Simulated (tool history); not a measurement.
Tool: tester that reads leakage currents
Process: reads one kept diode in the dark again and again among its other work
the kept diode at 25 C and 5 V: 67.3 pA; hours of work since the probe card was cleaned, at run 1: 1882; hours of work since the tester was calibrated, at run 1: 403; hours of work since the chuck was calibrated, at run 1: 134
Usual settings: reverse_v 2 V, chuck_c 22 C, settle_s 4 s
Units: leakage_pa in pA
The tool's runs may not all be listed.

| run | hour | reverse_v | chuck_c | settle_s | hours of work since the probe card was cleaned | hours of work since the tester was calibrated | hours of work since the chuck was calibrated | leakage_pa |
|---|---|---|---|---|---|---|---|---|
| 1 | 0 | 2 | 22 | 4 | 1882 | 403 | 134 | 35.61 |
|  | 96.6 | probe card cleaned and baked |
| 2 | 185.9 | 11.07 | 22 | 4 | 58 | 522 | 253 | 69.97 |
| 3 | 322.5 | 6.29 | 22 | 4 | 147 | 611 | 342 | 55.79 |
| 4 | 516.4 | 6.29 | 22 | 4 | 273 | 737 | 468 | 55.88 |
|  | 628.6 | chuck's temperature calibrated |
| 5 | 772.8 | 6.29 | 22 | 4 | 439 | 902 | 94 | 56.19 |
| 6 | 913 | 7.89 | 22 | 4 | 530 | 993 | 185 | 61.27 |
| 7 | 1031.9 | 7.89 | 22 | 4 | 607 | 1071 | 262 | 61.12 |
| 8 | 1147.5 | 2 | 22 | 4 | 682 | 1146 | 338 | 35.41 |
| 9 | 1321.6 | 2 | 22 | 4 | 796 | 1259 | 451 | 35.56 |
|  | 1464.2 | chuck's temperature calibrated |
| 10 | 1464.2 | 2 | 22 | 4 | 887 | 1351 | 0 | 35.49 |
| 11 | 1717.5 | 2 | 22 | 4 | 1052 | 1516 | 165 | 35.43 |
| 12 | 1894.3 | 2 | 22 | 4 | 1167 | 1631 | 280 | 35.51 |
| 13 | 2062.4 | 2 | 22 | 4 | 1276 | 1740 | 389 | 35.55 |
| 14 | 2206.9 | 2 | 25 | 4 | 1370 | 1834 | 483 | 47.38 |
|  | 2294.5 | chuck's temperature calibrated |
| 15 | 2316.6 | 2 | 25 | 6.51 | 1440 | 1904 | 14 | 47.31 |
| 16 | 2524.2 | 2 | 25 | 6.51 | 1575 | 2039 | 149 | 47.06 |
| 17 | 2702.3 | 2 | 45 | 6.51 | 1691 | 2155 | 265 | 279.16 |
| 18 | 2821.7 | 2 | 45 | 6.51 | 1769 | 2233 | 343 | 278.58 |
| 19 | 3074.4 | 2 | 44 | 6.51 | 1933 | 2397 | 507 | 257.49 |
|  | 3095.6 | probe card cleaned and baked |
|  | 3141.5 | chuck's temperature calibrated |
| 20 | 3324.9 | 2 | 23 | 1.36 | 148 | 2557 | 119 | 39.38 |
| 21 | 3442.1 | 2 | 23 | 1.36 | 224 | 2633 | 196 | 39.43 |
| 22 | 3645 | 1.52 | 38 | 4.47 | 356 | 2765 | 328 | 138.08 |
| 23 | 3789.9 | 1.52 | 30 | 1.73 | 450 | 2859 | 422 | 67.73 |
| 24 | 3956 | 1.52 | 30 | 1.73 | 558 | 2967 | 530 | 67.86 |
|  | 3981 | chuck's temperature calibrated |
| 25 | 4141.8 | 1.52 | 53 | 0.4 | 678 | 3087 | 105 | 483.76 |
| 26 | 4395.6 | 9.34 | 40 | 1.71 | 843 | 3252 | 270 | 334.32 |
| 27 | 4515.3 | 9.34 | 40 | 1.71 | 921 | 3330 | 348 | 335.75 |
| 28 | 4678.5 | 2 | 22 | 3.94 | 1027 | 3436 | 454 | 35.57 |
|  | 4822.3 | chuck's temperature calibrated |
| 29 | 4882.8 | 2 | 22 | 3.94 | 1159 | 3568 | 39 | 35.46 |
| 30 | 5020 | 2 | 22 | 3.94 | 1248 | 3657 | 129 | 35.52 |
|  | 5114.7 | tester calibrated |
| 31 | 5168.1 | 2 | 22 | 3.94 | 1343 | 35 | 224 | 35.59 |
| 32 | 5322.9 | 1.2 | 48 | 4 | 1444 | 135 | 324 | 293.2 |
| 33 | 5551.7 | 1.76 | 44 | 1.88 | 1593 | 284 | 473 | 244.01 |
|  | 5663 | chuck's temperature calibrated |
| 34 | 5680.8 | 2 | 42 | 2.25 | 1675 | 367 | 12 | 216.39 |
| 35 | 5891.8 | 2 | 42 | 2.25 | 1813 | 504 | 149 | 217.48 |
|  | 6099.7 | probe card cleaned and baked |
| 36 | 6127.5 | 2 | 42 | 1.44 | 18 | 656 | 300 | 217.97 |
| 37 | 6384.2 | 2 | 58 | 2.24 | 185 | 823 | 467 | 790.27 |
|  | 6499.6 | chuck's temperature calibrated |
| 38 | 6530.7 | 7.76 | 30 | 0.35 | 279 | 917 | 20 | 134.28 |

Measured less the same run without the tool's hidden state. The same run-to-run variation is in both; the gauge's scatter may not be:
The hidden state here: stray current of the dirty probe card, pA a volt; current scale over the true one, %; true chuck temperature over the reading, C; drift of the gauge itself on leakage_pa, %.
| run | leakage_pa |
|---|---|
| 1 | +0.03 |
| 2 | +0.02 |
| 3 | +0.02 |
| 4 | +0.03 |
| 5 | +0.02 |
| 6 | +0.04 |
| 7 | +0.05 |
| 8 | +0.02 |
| 9 | +0.03 |
| 10 | +0.01 |
| 11 | +0.02 |
| 12 | +0.02 |
| 13 | +0.02 |
| 14 | +0.03 |
| 15 | +0.02 |
| 16 | +0.02 |
| 17 | +0.06 |
| 18 | +0.08 |
| 19 | +0.1 |
| 20 | +0.01 |
| 21 | +0.02 |
| 22 | +0.05 |
| 23 | +0.03 |
| 24 | +0.04 |
| 25 | +0.12 |
| 26 | +0.17 |
| 27 | +0.19 |
| 28 | +0.03 |
| 29 | +0.02 |
| 30 | +0.02 |
| 31 | +0.02 |
| 32 | +0.07 |
| 33 | +0.08 |
| 34 | +0.02 |
| 35 | +0.04 |
| 36 | +0.04 |
| 37 | +0.2 |
| 38 | +0.02 |
